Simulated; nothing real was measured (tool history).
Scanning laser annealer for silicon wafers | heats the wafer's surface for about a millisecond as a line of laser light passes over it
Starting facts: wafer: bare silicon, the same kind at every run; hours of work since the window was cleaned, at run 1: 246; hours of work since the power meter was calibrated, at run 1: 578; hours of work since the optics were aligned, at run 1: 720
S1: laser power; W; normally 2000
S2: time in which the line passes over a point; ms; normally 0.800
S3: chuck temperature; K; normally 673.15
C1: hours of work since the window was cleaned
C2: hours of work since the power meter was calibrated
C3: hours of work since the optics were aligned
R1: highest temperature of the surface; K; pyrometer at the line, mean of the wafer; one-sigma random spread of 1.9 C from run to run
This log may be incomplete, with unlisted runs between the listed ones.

{"run": 1, "hour": 0.0, "S1": 2000, "S2": 0.8, "S3": 673.15, "C1": 246, "C2": 578, "C3": 720, "R1": 1462.15}
{"run": 2, "hour": 18.9, "S1": 2000, "S2": 0.8, "S3": 680.15, "C1": 261, "C2": 593, "C3": 734, "R1": 1470.15}
{"run": 3, "hour": 40.0, "S1": 2000, "S2": 0.766, "S3": 673.15, "C1": 277, "C2": 610, "C3": 751, "R1": 1440.15}
{"run": 4, "hour": 68.5, "S1": 2000, "S2": 0.766, "S3": 673.15, "C1": 300, "C2": 632, "C3": 773, "R1": 1443.15}
{"run": 5, "hour": 88.8, "S1": 2000, "S2": 0.766, "S3": 673.15, "C1": 316, "C2": 648, "C3": 789, "R1": 1439.15}
{"run": 6, "hour": 105.6, "S1": 2000, "S2": 0.8, "S3": 673.15, "C1": 329, "C2": 661, "C3": 803, "R1": 1460.15}
{"run": 7, "hour": 123.6, "S1": 2000, "S2": 0.8, "S3": 673.15, "C1": 343, "C2": 675, "C3": 817, "R1": 1454.15}
{"run": 8, "hour": 145.7, "S1": 2000, "S2": 0.8, "S3": 673.15, "C1": 361, "C2": 693, "C3": 834, "R1": 1456.15}
{"run": 9, "hour": 160.1, "S1": 2000, "S2": 0.8, "S3": 673.15, "C1": 372, "C2": 704, "C3": 845, "R1": 1460.15}
{"run": 10, "hour": 186.3, "S1": 2000, "S2": 0.8, "S3": 673.15, "C1": 392, "C2": 725, "C3": 866, "R1": 1458.15}
{"run": 11, "hour": 205.6, "S1": 2000, "S2": 0.8, "S3": 673.15, "C1": 408, "C2": 740, "C3": 881, "R1": 1455.15}
{"run": 12, "hour": 231.9, "S1": 2000, "S2": 0.922, "S3": 673.15, "C1": 428, "C2": 761, "C3": 902, "R1": 1524.15}
{"run": 13, "hour": 253.5, "S1": 2000, "S2": 0.8, "S3": 703.15, "C1": 445, "C2": 777, "C3": 919, "R1": 1483.15}
{"run": 14, "hour": 282.6, "S1": 2037, "S2": 0.8, "S3": 682.15, "C1": 468, "C2": 800, "C3": 942, "R1": 1480.15}
{"run": 15, "hour": 306.4, "S1": 1761, "S2": 0.788, "S3": 674.15, "C1": 487, "C2": 819, "C3": 960, "R1": 1338.15}
{"run": 16, "hour": 333.1, "S1": 1761, "S2": 0.788, "S3": 674.15, "C1": 508, "C2": 840, "C3": 981, "R1": 1338.15}
{"run": 17, "hour": 345.8, "S1": 2152, "S2": 0.8, "S3": 646.15, "C1": 518, "C2": 850, "C3": 991, "R1": 1495.15}
{"run": 18, "hour": 374.6, "S1": 2193, "S2": 0.718, "S3": 646.15, "C1": 540, "C2": 873, "C3": 1014, "R1": 1459.15}
{"run": 19, "hour": 399.7, "S1": 2000, "S2": 0.776, "S3": 673.15, "C1": 560, "C2": 892, "C3": 1034, "R1": 1438.15}
{"run": 20, "hour": 430.2, "S1": 2000, "S2": 0.612, "S3": 699.15, "C1": 584, "C2": 916, "C3": 1058, "R1": 1356.15}
{"run": 21, "hour": 450.7, "S1": 2000, "S2": 0.612, "S3": 699.15, "C1": 600, "C2": 932, "C3": 1074, "R1": 1362.15}
{"run": 22, "hour": 464.5, "S1": 2000, "S2": 0.612, "S3": 699.15, "C1": 611, "C2": 943, "C3": 1085, "R1": 1359.15}
{"run": 23, "hour": 479.8, "S1": 2184, "S2": 0.953, "S3": 699.15, "C1": 623, "C2": 955, "C3": 1097, "R1": 1656.15}
{"hour": 500.0, "done": "optics aligned, line set to its width"}
{"run": 24, "hour": 514.6, "S1": 2184, "S2": 0.953, "S3": 699.15, "C1": 647, "C2": 979, "C3": 11, "R1": 1667.15}
{"run": 25, "hour": 545.9, "S1": 2184, "S2": 0.953, "S3": 699.15, "C1": 671, "C2": 1003, "C3": 36, "R1": 1661.15}
{"run": 26, "hour": 576.0, "S1": 2000, "S2": 0.652, "S3": 689.15, "C1": 695, "C2": 1027, "C3": 60, "R1": 1382.15}

Predict each of these 5 candidate next runs independently; none follows another, all start after run 26:
{"run": "A", "hour": 600.0, "S1": 1973, "S2": 0.72, "S3": 671.15, "C1": 714, "C2": 1046, "C3": 79, "R1": "?"}
{"run": "B", "hour": 600.0, "S1": 1736, "S2": 0.652, "S3": 689.15, "C1": 714, "C2": 1046, "C3": 79, "R1": "?"}
{"run": "C", "hour": 600.0, "S1": 2000, "S2": 0.869, "S3": 689.15, "C1": 714, "C2": 1046, "C3": 79, "R1": "?"}
{"run": "D", "hour": 600.0, "S1": 2000, "S2": 0.709, "S3": 689.15, "C1": 714, "C2": 1046, "C3": 79, "R1": "?"}
{"run": "E", "hour": 600.0, "S1": 2000, "S2": 0.8, "S3": 636.15, "C1": 714, "C2": 1046, "C3": 79, "R1": "?"}

run=A R1=1394.15
run=B R1=1273.15
run=C R1=1509.15
run=D R1=1420.15
run=E R1=1414.15
Without the tool's unlogged condition, the same runs would have read:
run=A R1=1410.15
run=B R1=1286.15
run=C R1=1527.15
run=D R1=1437.15
run=E R1=1432.15
